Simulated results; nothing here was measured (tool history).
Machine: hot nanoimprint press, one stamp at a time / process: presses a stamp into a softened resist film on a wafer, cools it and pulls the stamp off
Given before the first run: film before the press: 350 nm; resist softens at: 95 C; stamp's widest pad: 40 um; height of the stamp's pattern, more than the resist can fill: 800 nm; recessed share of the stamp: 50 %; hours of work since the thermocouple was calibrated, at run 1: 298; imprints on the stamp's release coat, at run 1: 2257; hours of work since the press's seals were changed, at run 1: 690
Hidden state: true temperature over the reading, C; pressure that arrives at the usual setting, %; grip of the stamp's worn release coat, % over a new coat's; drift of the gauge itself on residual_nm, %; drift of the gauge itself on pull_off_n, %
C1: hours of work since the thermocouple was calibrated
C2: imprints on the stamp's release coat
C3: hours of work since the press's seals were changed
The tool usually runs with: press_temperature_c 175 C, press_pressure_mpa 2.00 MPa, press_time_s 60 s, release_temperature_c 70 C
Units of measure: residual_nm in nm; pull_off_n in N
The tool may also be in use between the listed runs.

Run 1, hour 0.0: usual settings; C1 298; C2 2257; C3 690. Result: residual_nm 178.0 nm, pull_off_n 131 N.
Run 2, hour 30.6: usual settings; C1 319; C2 2385; C3 711. Result: residual_nm 178.1 nm, pull_off_n 135 N.
At hour 64.3: stamp cleaned and given a new release coat.
Run 3, hour 69.4: usual settings; C1 341; C2 21; C3 733. Result: residual_nm 179.8 nm, pull_off_n 131 N.
Run 4, hour 139.1: usual settings; C1 389; C2 312; C3 781. Result: residual_nm 176.5 nm, pull_off_n 132 N.
Run 5, hour 181.0: usual settings; C1 417; C2 486; C3 809. Result: residual_nm 176.9 nm, pull_off_n 130 N.
Run 6, hour 231.7: usual settings; C1 452; C2 697; C3 844. Result: residual_nm 177.4 nm, pull_off_n 134 N.
Run 7, hour 270.1: usual settings but press_temperature_c 169 C; C1 478; C2 857; C3 870. Result: residual_nm 218.8 nm, pull_off_n 129 N.
Run 8, hour 331.8: usual settings but press_temperature_c 169 C; C1 520; C2 1114; C3 912. Result: residual_nm 217.9 nm, pull_off_n 130 N.
Run 9, hour 384.4: usual settings but press_temperature_c 169 C; C1 556; C2 1333; C3 948. Result: residual_nm 215.7 nm, pull_off_n 128 N.
At hour 402.9: plate thermocouple calibrated.
Run 10, hour 451.8: usual settings but press_time_s 42 s; C1 33; C2 1602; C3 992. Result: residual_nm 201.6 nm, pull_off_n 132 N.
Run 11, hour 513.2: usual settings but press_time_s 42 s; C1 75; C2 1858; C3 1034. Result: residual_nm 200.5 nm, pull_off_n 135 N.
Run 12, hour 561.8: usual settings but press_time_s 42 s; C1 109; C2 2060; C3 1067. Result: residual_nm 201.2 nm, pull_off_n 134 N.
Run 13, hour 604.2: usual settings but press_time_s 42 s; C1 137; C2 2236; C3 1096. Result: residual_nm 201.5 nm, pull_off_n 133 N.
At hour 669.6: stamp cleaned and given a new release coat.
Run 14, hour 672.8: usual settings but press_time_s 42 s; C1 180; C2 13; C3 1139. Result: residual_nm 201.6 nm, pull_off_n 129 N.
Run 15, hour 729.0: usual settings but press_time_s 100 s; C1 219; C2 248; C3 1177. Result: residual_nm 149.0 nm, pull_off_n 125 N.
Run 16, hour 763.3: usual settings but press_pressure_mpa 2.48 MPa, release_temperature_c 73 C; C1 242; C2 390; C3 1201. Result: residual_nm 163.4 nm, pull_off_n 130 N.
Run 17, hour 806.8: usual settings but press_temperature_c 172 C, press_pressure_mpa 2.48 MPa, release_temperature_c 73 C; C1 272; C2 572; C3 1230. Result: residual_nm 182.2 nm, pull_off_n 131 N.
Run 18, hour 842.7: usual settings but press_temperature_c 167 C, press_pressure_mpa 1.22 MPa, release_temperature_c 73 C; C1 296; C2 721; C3 1255. Result: residual_nm 268.9 nm, pull_off_n 127 N.
Run 19, hour 876.0: usual settings but press_pressure_mpa 1.69 MPa, press_time_s 39 s, release_temperature_c 63 C; C1 319; C2 860; C3 1278. Result: residual_nm 217.3 nm, pull_off_n 133 N.
Run 20, hour 915.9: usual settings but press_temperature_c 169 C, press_pressure_mpa 1.36 MPa, press_time_s 39 s, release_temperature_c 72 C; C1 346; C2 1026; C3 1305. Result: residual_nm 270.9 nm, pull_off_n 131 N.
Run 21, hour 953.2: usual settings but press_temperature_c 169 C, press_pressure_mpa 1.36 MPa, press_time_s 39 s, release_temperature_c 72 C; C1 372; C2 1181; C3 1330. Result: residual_nm 270.2 nm, pull_off_n 129 N.
At hour 1002.7: press's hydraulic seals changed and the load cell set to zero.
Run 22, hour 1030.5: usual settings but press_temperature_c 169 C, press_pressure_mpa 1.36 MPa, press_time_s 39 s, release_temperature_c 72 C; C1 419; C2 1470; C3 19. Result: residual_nm 271.8 nm, pull_off_n 130 N.
Run 23, hour 1081.5: usual settings but press_pressure_mpa 1.36 MPa, press_time_s 75 s, release_temperature_c 72 C; C1 454; C2 1682; C3 54. Result: residual_nm 191.9 nm, pull_off_n 130 N.
Run 24, hour 1111.4: usual settings but press_pressure_mpa 1.36 MPa, press_time_s 75 s, release_temperature_c 72 C; C1 474; C2 1807; C3 74. Result: residual_nm 192.7 nm, pull_off_n 132 N.
Run 25, hour 1152.5: usual settings but press_temperature_c 169 C, press_pressure_mpa 1.36 MPa, press_time_s 75 s, release_temperature_c 56 C; C1 502; C2 1978; C3 102. Result: residual_nm 232.3 nm, pull_off_n 141 N.
Run 26, hour 1221.9: usual settings but press_temperature_c 176 C, press_pressure_mpa 1.36 MPa, press_time_s 97 s, release_temperature_c 56 C; C1 550; C2 2267; C3 150. Result: residual_nm 171.6 nm, pull_off_n 143 N.
At hour 1247.4: plate thermocouple calibrated.
Run 27, hour 1254.8: usual settings but press_temperature_c 170 C, press_pressure_mpa 1.82 MPa, press_time_s 109 s, release_temperature_c 74 C; C1 5; C2 2392; C3 170. Result: residual_nm 178.9 nm, pull_off_n 127 N.
At hour 1284.1: stamp cleaned and given a new release coat.
Run 28, hour 1318.8: usual settings but press_temperature_c 170 C, press_pressure_mpa 1.82 MPa, press_time_s 109 s, release_temperature_c 74 C; C1 45; C2 144; C3 210. Result: residual_nm 181.2 nm, pull_off_n 121 N.
Run 29, hour 1363.5: usual settings but press_temperature_c 179 C, press_time_s 62 s; C1 75; C2 331; C3 240. Result: residual_nm 152.8 nm, pull_off_n 127 N.

5 ways to go on from here, each from the tool as it stands after run 29. What would each give?
Run A, hour 1417.1: usual settings but press_temperature_c 180 C, press_time_s 54 s, release_temperature_c 69 C; C1 112; C2 554; C3 277. Result: residual_nm ?, pull_off_n ?.
Run B, hour 1417.1: usual settings but press_temperature_c 178 C, press_time_s 62 s; C1 112; C2 554; C3 277. Result: residual_nm ?, pull_off_n ?.
Run C, hour 1417.1: usual settings but press_time_s 55 s; C1 112; C2 554; C3 277. Result: residual_nm ?, pull_off_n ?.
Run D, hour 1417.1: usual settings but press_temperature_c 179 C, press_time_s 87 s, release_temperature_c 64 C; C1 112; C2 554; C3 277. Result: residual_nm ?, pull_off_n ?.
Run E, hour 1417.1: usual settings but press_temperature_c 168 C, press_pressure_mpa 1.92 MPa, press_time_s 62 s, release_temperature_c 56 C; C1 112; C2 554; C3 277. Result: residual_nm ?, pull_off_n ?.

run  residual_nm  pull_off_n
  A        156.0         130
  B        157.8         127
  C        182.4         134
  D        133.1         137
  E        226.8         137
Had the tool no hidden state, the same runs would have come out as:
run  residual_nm  pull_off_n
  A        156.0         130
  B        157.8         127
  C        182.4         134
  D        133.1         137
  E        226.9         136
